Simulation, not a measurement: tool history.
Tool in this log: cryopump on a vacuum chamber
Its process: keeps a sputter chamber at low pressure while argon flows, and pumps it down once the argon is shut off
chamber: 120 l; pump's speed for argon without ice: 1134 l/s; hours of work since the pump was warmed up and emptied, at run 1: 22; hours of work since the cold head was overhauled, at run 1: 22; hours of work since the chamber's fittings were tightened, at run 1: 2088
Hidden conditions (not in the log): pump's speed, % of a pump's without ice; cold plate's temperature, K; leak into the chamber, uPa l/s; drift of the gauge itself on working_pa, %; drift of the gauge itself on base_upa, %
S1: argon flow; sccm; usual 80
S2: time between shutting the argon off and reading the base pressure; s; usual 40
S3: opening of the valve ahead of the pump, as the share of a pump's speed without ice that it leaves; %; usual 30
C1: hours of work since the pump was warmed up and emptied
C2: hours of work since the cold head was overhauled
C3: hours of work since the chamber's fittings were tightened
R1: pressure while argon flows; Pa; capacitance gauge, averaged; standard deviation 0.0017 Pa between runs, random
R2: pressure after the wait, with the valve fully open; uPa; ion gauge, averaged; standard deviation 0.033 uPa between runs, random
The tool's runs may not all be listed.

run   hour   S1   S2  S3   C1   C2    C3      R1    R2
  1      0   80   40  30   22   22  2088  0.3995     4
  2   12.6   80   40  56   27   27  2093  0.2152  3.97
  3   20.5   46   40  56   30   30  2096  0.1245  3.95
  4   34.6   80   40  30   36   36  2102  0.3994  3.87
  5   41.6   80   40  30   39   39  2105  0.3975  4.03
  6   55.7   80   40  30   45   45  2111  0.4023  4.12
  7   67.6   80   40  30   49   49  2116  0.4031  4.08
  8   82.7   80   40  30   56   56  2122  0.4009  4.15
  9   92.4   80   40  53   60   60  2126  0.2286  4.11
 10  107.4   80   40  28   66   66  2132  0.4313  4.03
 11  122.8   80   40  28   72   72  2139  0.4301  4.09
 12  134.4   80   40  30   77   77  2144  0.4021  4.17
 13  141.8   80   40  31   80   80  2147  0.3885  4.07
 14  152.4   80  196  27   85   85  2151  0.4453   2.9
 15    160   33   73  30   88   88  2154   0.167   3.5
 16  167.2   33   73  30   91   91  2157  0.1662  3.47
 17  178.6  152   40  30   95   95  2162  0.7644  4.09
 18  191.2  152   40  30  101  101  2167  0.7683  4.23
 19  199.2  121   40  16  104  104  2170  1.1299  4.21
 20  213.4  148   52  30  110  110  2176  0.7514  3.85
 21  219.9  136  117  34  113  113  2179  0.6053  3.19
 22  230.4  136  117  34  117  117  2183  0.6068  3.27
 23  238.9  136  117  34  120  120  2187  0.6105  3.25
 24  248.5  136  117  34  124  124  2191  0.6099  3.11
 25  256.1   35   56  50  128  128  2194  0.1072  3.86

Here are 4 independent what-if runs from the current tool condition. What would each one return?
  A  267.9   80   71  20  132  132  2199   ?   ?
  B  267.9   80   40  15  132  132  2199   ?   ?
  C  267.9   59   56  50  132  132  2199   ?   ?
  D  267.9  101  149  46  132  132  2199   ?   ?

run      R1    R2
  A  0.6021  3.54
  B     0.8  4.25
  C  0.1817  3.79
  D   0.339  3.17
Had the tool no hidden state, the same runs would have come out as:
run      R1    R2
  A  0.5935   1.1
  B  0.7914  1.79
  C  0.1754  1.33
  D  0.3282  0.68
